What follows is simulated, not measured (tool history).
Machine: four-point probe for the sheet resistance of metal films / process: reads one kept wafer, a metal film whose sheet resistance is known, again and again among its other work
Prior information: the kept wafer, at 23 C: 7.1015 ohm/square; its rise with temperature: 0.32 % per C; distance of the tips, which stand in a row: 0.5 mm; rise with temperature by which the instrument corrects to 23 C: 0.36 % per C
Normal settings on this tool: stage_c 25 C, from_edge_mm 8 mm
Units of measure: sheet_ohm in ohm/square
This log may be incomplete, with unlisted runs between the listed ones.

{"run": 1, "hour": 0.0, "stage_c": 25, "from_edge_mm": 8, "sheet_ohm": 7.099416}
{"run": 2, "hour": 10.1, "stage_c": 25, "from_edge_mm": 8, "sheet_ohm": 7.100257}
{"run": 3, "hour": 24.5, "stage_c": 25, "from_edge_mm": 8, "sheet_ohm": 7.103668}
{"run": 4, "hour": 40.4, "stage_c": 25, "from_edge_mm": 13, "sheet_ohm": 7.091645}
{"run": 5, "hour": 48.5, "stage_c": 27, "from_edge_mm": 8, "sheet_ohm": 7.096623}
{"run": 6, "hour": 59.8, "stage_c": 25, "from_edge_mm": 8, "sheet_ohm": 7.099952}
{"run": 7, "hour": 70.0, "stage_c": 22, "from_edge_mm": 8, "sheet_ohm": 7.107432}
{"run": 8, "hour": 78.8, "stage_c": 30, "from_edge_mm": 8, "sheet_ohm": 7.089587}
{"run": 9, "hour": 94.0, "stage_c": 25, "from_edge_mm": 5, "sheet_ohm": 7.12192}
{"run": 10, "hour": 101.7, "stage_c": 25, "from_edge_mm": 5, "sheet_ohm": 7.122592}
{"run": 11, "hour": 113.9, "stage_c": 21, "from_edge_mm": 8, "sheet_ohm": 7.109993}
{"run": 12, "hour": 126.6, "stage_c": 22, "from_edge_mm": 8, "sheet_ohm": 7.108261}
{"run": 13, "hour": 142.8, "stage_c": 25, "from_edge_mm": 8, "sheet_ohm": 7.100265}
{"run": 14, "hour": 156.3, "stage_c": 25, "from_edge_mm": 5, "sheet_ohm": 7.124592}
{"run": 15, "hour": 172.2, "stage_c": 18, "from_edge_mm": 8, "sheet_ohm": 7.117722}
{"run": 16, "hour": 181.9, "stage_c": 25, "from_edge_mm": 16, "sheet_ohm": 7.08822}
{"run": 17, "hour": 190.1, "stage_c": 25, "from_edge_mm": 16, "sheet_ohm": 7.087502}
{"run": 18, "hour": 204.0, "stage_c": 25, "from_edge_mm": 8, "sheet_ohm": 7.100274}
{"run": 19, "hour": 213.9, "stage_c": 25, "from_edge_mm": 8, "sheet_ohm": 7.097189}
{"run": 20, "hour": 224.2, "stage_c": 25, "from_edge_mm": 8, "sheet_ohm": 7.09841}
{"run": 21, "hour": 237.7, "stage_c": 25, "from_edge_mm": 9, "sheet_ohm": 7.094602}
{"run": 22, "hour": 246.2, "stage_c": 25, "from_edge_mm": 9, "sheet_ohm": 7.094632}
{"run": 23, "hour": 253.9, "stage_c": 30, "from_edge_mm": 9, "sheet_ohm": 7.083783}
{"run": 24, "hour": 263.8, "stage_c": 20, "from_edge_mm": 6, "sheet_ohm": 7.122152}
{"run": 25, "hour": 275.5, "stage_c": 20, "from_edge_mm": 6, "sheet_ohm": 7.130536}
{"run": 26, "hour": 291.0, "stage_c": 20, "from_edge_mm": 6, "sheet_ohm": 7.130998}
{"run": 27, "hour": 301.5, "stage_c": 33, "from_edge_mm": 39, "sheet_ohm": 7.073438}
{"run": 28, "hour": 312.3, "stage_c": 31, "from_edge_mm": 41, "sheet_ohm": 7.078699}
{"run": 29, "hour": 327.7, "stage_c": 25, "from_edge_mm": 8, "sheet_ohm": 7.104973}
{"run": 30, "hour": 338.7, "stage_c": 21, "from_edge_mm": 40, "sheet_ohm": 7.102028}
{"run": 31, "hour": 345.9, "stage_c": 21, "from_edge_mm": 54, "sheet_ohm": 7.101204}
{"run": 32, "hour": 357.7, "stage_c": 21, "from_edge_mm": 4, "sheet_ohm": 7.160412}
{"run": 33, "hour": 370.1, "stage_c": 21, "from_edge_mm": 4, "sheet_ohm": 7.159541}
{"run": 34, "hour": 377.5, "stage_c": 32, "from_edge_mm": 35, "sheet_ohm": 7.075553}
{"run": 35, "hour": 385.8, "stage_c": 32, "from_edge_mm": 35, "sheet_ohm": 7.074691}
{"run": 36, "hour": 399.5, "stage_c": 19, "from_edge_mm": 11, "sheet_ohm": 7.109841}
{"run": 37, "hour": 410.8, "stage_c": 23, "from_edge_mm": 31, "sheet_ohm": 7.093665}
{"run": 38, "hour": 426.2, "stage_c": 23, "from_edge_mm": 31, "sheet_ohm": 7.09812}
{"run": 39, "hour": 441.6, "stage_c": 19, "from_edge_mm": 67, "sheet_ohm": 7.105378}
{"run": 40, "hour": 457.9, "stage_c": 19, "from_edge_mm": 3, "sheet_ohm": 7.210138}
{"run": 41, "hour": 472.9, "stage_c": 34, "from_edge_mm": 21, "sheet_ohm": 7.068891}
{"run": 42, "hour": 480.6, "stage_c": 34, "from_edge_mm": 21, "sheet_ohm": 7.072635}
{"run": 43, "hour": 488.2, "stage_c": 32, "from_edge_mm": 39, "sheet_ohm": 7.073964}
{"run": 44, "hour": 499.8, "stage_c": 23, "from_edge_mm": 8, "sheet_ohm": 7.109815}

Taken out of this log: 2 entries between the listed runs. Where each belongs, and how the hidden state differs across it:
Between runs 17 and 18: stage's thermometer calibrated (hour 191.5)
  inner tips' distance over the nominal, %: -0.049 -> -0.05; wafer's true temperature over the reading, C: -0.33 -> -0.42
  the result without the hidden state subtracted from the measured one, sheet_ohm: -0.011237 -> -0.013405 ohm/square
Between runs 24 and 25: stage's thermometer calibrated, once more (hour 271.5)
  inner tips' distance over the nominal, %: -0.056 -> -0.057; wafer's true temperature over the reading, C: -0.42 -> 0.01
  the result without the hidden state subtracted from the measured one, sheet_ohm: -0.014212 -> -0.004219 ohm/square
